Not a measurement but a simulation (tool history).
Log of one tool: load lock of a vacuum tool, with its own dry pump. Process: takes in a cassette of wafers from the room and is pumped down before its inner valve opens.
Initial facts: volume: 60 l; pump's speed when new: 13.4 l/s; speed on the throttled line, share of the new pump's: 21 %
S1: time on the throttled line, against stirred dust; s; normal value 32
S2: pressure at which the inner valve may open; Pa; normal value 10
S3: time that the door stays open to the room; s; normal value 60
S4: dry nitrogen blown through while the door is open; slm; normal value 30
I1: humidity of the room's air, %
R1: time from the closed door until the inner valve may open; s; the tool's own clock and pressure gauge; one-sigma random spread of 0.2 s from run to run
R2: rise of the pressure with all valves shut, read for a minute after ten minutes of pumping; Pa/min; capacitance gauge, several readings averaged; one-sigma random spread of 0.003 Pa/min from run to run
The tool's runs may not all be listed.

run	hour	S1	S2	S3	S4	I1	R1	R2
1	0	32	10	60	30	44.7	67.3	0.013
2	73.6	32	10	60	30	50.5	67	0.009
3	165.9	32	10	60	30	43.3	67.1	0.01
4	251.6	32	10	60	30	46.5	67.3	0.018
5	300.4	32	10	60	30	45.9	67.3	0.016
6	342.8	32	10	60	30	45.6	67.4	0.015
7	384.7	32	10	60	30	44.3	67.6	0.015
8	446.3	61	10	60	30	43.3	89.7	0.016
9	533.5	61	10	60	30	46.5	90.1	0.021
10	625.4	61	10	60	30	44.7	89.5	0.019
11	669.9	61	10	60	30	45.5	90.2	0.016
12	725.3	32	10	60	30	40.6	67.4	0.018
13	801.6	32	10	32	30	42.8	67.2	0.026
14	849.1	32	10	41	30	42.8	67.5	0.018
15	935.1	32	10	41	30	44.7	67.2	0.024
16	1025.8	32	10	72	30	47.6	68	0.021
17	1087.2	32	8	72	30	46.7	68.6	0.029
18	1160.7	32	8	72	30	41.1	68.5	0.025
19	1248.8	32	8	72	30	45.1	68.7	0.033
20	1337.6	32	8	72	30	45.8	68.9	0.033
21	1409.1	31	15	72	30	41.5	64.8	0.035
22	1462.2	31	12	114	30	44.7	65.9	0.04
23	1552.2	39	10	67	6	46.4	72.9	0.059
24	1605.3	40	10	60	17	40.6	73.6	0.05
25	1663.3	29	7	60	17	48.4	67.1	0.044
26	1754.8	29	7	44	19	49.6	67.1	0.048
27	1796.9	29	7	44	19	44.8	66.9	0.044
28	1892.7	29	7	44	19	46.4	67.3	0.041
29	1971.3	29	7	44	19	45.7	67.3	0.054
30	2022	32	15	55	30	46.7	66.1	0.052
31	2088	34	10	55	18	42.8	69.1	0.055
32	2156.9	45	19	27	6	43.3	74.5	0.067
33	2233	45	19	27	6	43.7	74.7	0.064
34	2298	32	8	155	4	43.7	68.7	0.092
35	2355.9	32	8	155	4	46.2	68.9	0.097
36	2403.2	32	8	60	30	41.7	69	0.059

A few steps of R1 between consecutive runs. Split each: what settings, incoming material and random variation would produce without the hidden state, and what is left over for the hidden state, along with gauge scatter present in only one of the two compared results (measured, and without hidden state):
The tool's hidden condition here consists of: pump's speed, % of a new pump's; leak at the door's seal, Pa l/s; drift of the gauge itself on ready_s, %; drift of the gauge itself on rise_pa_min, %.
Run 7 -> 8: S1 32 -> 61. R1 +22.1 s: hidden state -0.1, all else +22.2.
Run 11 -> 12: S1 61 -> 32. R1 -22.8 s: hidden state +0.1, all else -22.9.
Run 22 -> 23: S1 31 -> 39, S2 12 -> 10, S3 114 -> 67, S4 30 -> 6. R1 +7 s: hidden state +0, all else +7.
Run 24 -> 25: S1 40 -> 29, S2 10 -> 7. R1 -6.5 s: hidden state +0.2, all else -6.7.
Run 31 -> 32: S1 34 -> 45, S2 10 -> 19, S3 55 -> 27, S4 18 -> 6. R1 +5.4 s: hidden state -0.2, all else +5.6.
Run 33 -> 34: S1 45 -> 32, S2 19 -> 8, S3 27 -> 155, S4 6 -> 4. R1 -6 s: hidden state +0.3, all else -6.3.
